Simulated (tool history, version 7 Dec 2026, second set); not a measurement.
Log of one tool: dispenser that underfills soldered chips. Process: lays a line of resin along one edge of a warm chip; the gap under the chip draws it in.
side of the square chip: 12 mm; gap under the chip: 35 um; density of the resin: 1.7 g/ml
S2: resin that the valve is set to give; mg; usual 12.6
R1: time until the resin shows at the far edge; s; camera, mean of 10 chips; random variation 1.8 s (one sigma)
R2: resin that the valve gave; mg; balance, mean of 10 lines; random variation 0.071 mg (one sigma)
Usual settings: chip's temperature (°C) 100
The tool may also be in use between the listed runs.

Run 1, hour 0.0: usual settings. Result: R1 291.2 s, R2 12.35 mg.
At hour 6.5: new syringe of resin.
Run 2, hour 6.5: usual settings. Result: R1 179.0 s, R2 12.29 mg.
Run 3, hour 18.2: usual settings. Result: R1 295.0 s, R2 12.22 mg.
At hour 24.9: new syringe of resin.
Run 4, hour 31.0: usual settings. Result: R1 232.4 s, R2 12.19 mg.
At hour 42.8: new syringe of resin.
Run 5, hour 43.3: usual settings. Result: R1 188.0 s, R2 11.99 mg.
Run 6, hour 51.0: usual settings. Result: R1 256.8 s, R2 12.01 mg.
Run 7, hour 58.2: usual settings but S2 10.8 mg. Result: R1 370.3 s, R2 10.24 mg.
At hour 61.3: new syringe of resin.
Run 8, hour 70.7: usual settings but S2 10.8 mg. Result: R1 286.7 s, R2 10.30 mg.
Run 9, hour 76.7: usual settings but S2 11.5 mg. Result: R1 367.2 s, R2 10.78 mg.
At hour 79.3: new syringe of resin.
Run 10, hour 88.6: usual settings but S2 11.5 mg. Result: R1 279.1 s, R2 10.60 mg.
At hour 98.1: new syringe of resin.
Run 11, hour 101.5: usual settings but S2 11.5 mg. Result: R1 214.2 s, R2 10.61 mg.
Run 12, hour 114.1: usual settings but S2 11.5 mg. Result: R1 367.9 s, R2 10.40 mg.
At hour 116.2: new syringe of resin.
Run 13, hour 124.6: usual settings but S2 11.5 mg. Result: R1 279.0 s, R2 10.48 mg.
Run 14, hour 131.6: usual settings but chip's temperature (°C) 112. Result: R1 229.0 s, R2 11.38 mg.
At hour 133.9: new syringe of resin.
Run 15, hour 138.8: usual settings but chip's temperature (°C) 112. Result: R1 144.2 s, R2 11.24 mg.
Run 16, hour 150.9: usual settings but chip's temperature (°C) 94, S2 15.1 mg. Result: R1 475.8 s, R2 13.48 mg.
At hour 151.9: new syringe of resin.
Run 17, hour 159.3: usual settings but chip's temperature (°C) 95, S2 12.7 mg. Result: R1 309.7 s, R2 11.21 mg.
Run 18, hour 168.5: usual settings but chip's temperature (°C) 98, S2 12.5 mg. Result: R1 403.7 s, R2 11.04 mg.
At hour 169.9: new syringe of resin.
Run 19, hour 180.8: usual settings but chip's temperature (°C) 85, S2 12.7 mg. Result: R1 542.6 s, R2 11.24 mg.
At hour 187.8: new syringe of resin.
Run 20, hour 192.8: usual settings but chip's temperature (°C) 85, S2 12.7 mg. Result: R1 423.1 s, R2 11.07 mg.
At hour 199.2: dispensing valve cleaned and set on the balance.
Run 21, hour 202.7: usual settings but chip's temperature (°C) 115, S2 12.0 mg. Result: R1 191.5 s, R2 11.95 mg.
At hour 206.9: new syringe of resin.
Run 22, hour 208.7: usual settings but chip's temperature (°C) 102, S2 15.6 mg. Result: R1 179.2 s, R2 15.59 mg.
Run 23, hour 219.6: usual settings but chip's temperature (°C) 113, S2 13.0 mg. Result: R1 191.8 s, R2 12.77 mg.
At hour 225.3: new syringe of resin.
Run 24, hour 228.6: usual settings but chip's temperature (°C) 103, S2 10.8 mg. Result: R1 200.1 s, R2 10.55 mg.
Run 25, hour 240.1: usual settings but chip's temperature (°C) 112, S2 15.5 mg. Result: R1 210.5 s, R2 15.20 mg.
At hour 243.4: new syringe of resin.
Run 26, hour 251.0: usual settings but chip's temperature (°C) 112, S2 15.5 mg. Result: R1 159.3 s, R2 15.05 mg.
Run 27, hour 257.8: usual settings but chip's temperature (°C) 90, S2 13.1 mg. Result: R1 510.8 s, R2 12.58 mg.
At hour 261.6: new syringe of resin.
Run 28, hour 265.2: usual settings but S2 15.2 mg. Result: R1 208.2 s, R2 14.59 mg.
Run 29, hour 273.4: usual settings but chip's temperature (°C) 111, S2 13.5 mg. Result: R1 194.9 s, R2 12.85 mg.

4 ways to go on from here, each from the tool as it stands after run 29. What would each give?
At hour 279.4: new syringe of resin.
Run A, hour 284.0: usual settings but chip's temperature (°C) 111, S2 14.0 mg. Result: R1 ?, R2 ?.
At hour 279.4: new syringe of resin.
Run B, hour 284.0: usual settings but chip's temperature (°C) 103, S2 14.4 mg. Result: R1 ?, R2 ?.
At hour 279.4: new syringe of resin.
Run C, hour 284.0: usual settings but chip's temperature (°C) 104, S2 15.5 mg. Result: R1 ?, R2 ?.
At hour 279.4: new syringe of resin.
Run D, hour 284.0: usual settings but chip's temperature (°C) 105, S2 14.7 mg. Result: R1 ?, R2 ?.

run     R1     R2
  A  147.8  13.14
  B  201.6  13.49
  C  191.1  14.73
  D  182.8  13.96
Without the tool's hidden state the same runs would have given:
run     R1     R2
  A  114.2  13.81
  B  155.5  14.18
  C  147.7  15.49
  D  141.3  14.68
